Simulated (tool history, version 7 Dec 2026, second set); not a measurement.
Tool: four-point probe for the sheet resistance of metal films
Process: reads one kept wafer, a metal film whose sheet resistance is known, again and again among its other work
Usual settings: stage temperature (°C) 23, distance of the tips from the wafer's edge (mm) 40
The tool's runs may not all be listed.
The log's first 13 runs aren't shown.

| run | day | stage temperature (°C) | distance of the tips from the wafer's edge (mm) | sheet resistance as the instrument gives it (ohm/square) |
|---|---|---|---|---|
| 14 | 14.600 | 23 | 19 | 0.189405 |
| 15 | 15.721 | 23 | 19 | 0.189501 |
| 16 | 16.479 | 23 | 40 | 0.189337 |
| 17 | 17.762 | 23 | 40 | 0.189440 |
| 18 | 19.138 | 23 | 5 | 0.193412 |
| 19 | 19.821 | 23 | 5 | 0.193388 |
| 20 | 21.304 | 23 | 40 | 0.189456 |
| 21 | 22.212 | 23 | 40 | 0.189455 |
| 22 | 23.525 | 23 | 40 | 0.189591 |
| 23 | 24.354 | 23 | 40 | 0.189590 |
| 24 | 25.179 | 23 | 40 | 0.189546 |
| 25 | 26.033 | 26 | 71 | 0.189869 |
| 26 | 26.812 | 20 | 13 | 0.189918 |
| 27 | 27.779 | 20 | 9 | 0.190651 |
| 28 | 28.804 | 24 | 40 | 0.189751 |
| 29 | 29.867 | 30 | 5 | 0.194274 |
| 30 | 30.767 | 29 | 16 | 0.190638 |
| 31 | 31.750 | 24 | 3 | 0.200506 |
| 32 | 32.688 | 24 | 3 | 0.200586 |
| 33 | 34.067 | 22 | 3 | 0.200365 |
| 34 | 35.562 | 22 | 3 | 0.200427 |
| 35 | 36.946 | 23 | 9 | 0.191119 |
| 36 | 37.812 | 23 | 9 | 0.191145 |
| 37 | 38.596 | 22 | 9 | 0.191178 |

The next listed run, before its measurement:
| 38 | 39.500 | 24 | 3 | ? |

{"run 38": {"sheet resistance as the instrument gives it (ohm/square)": 0.20073}}
Without the tool's hidden state the same run would have given sheet resistance as the instrument gives it (ohm/square) 0.197255.
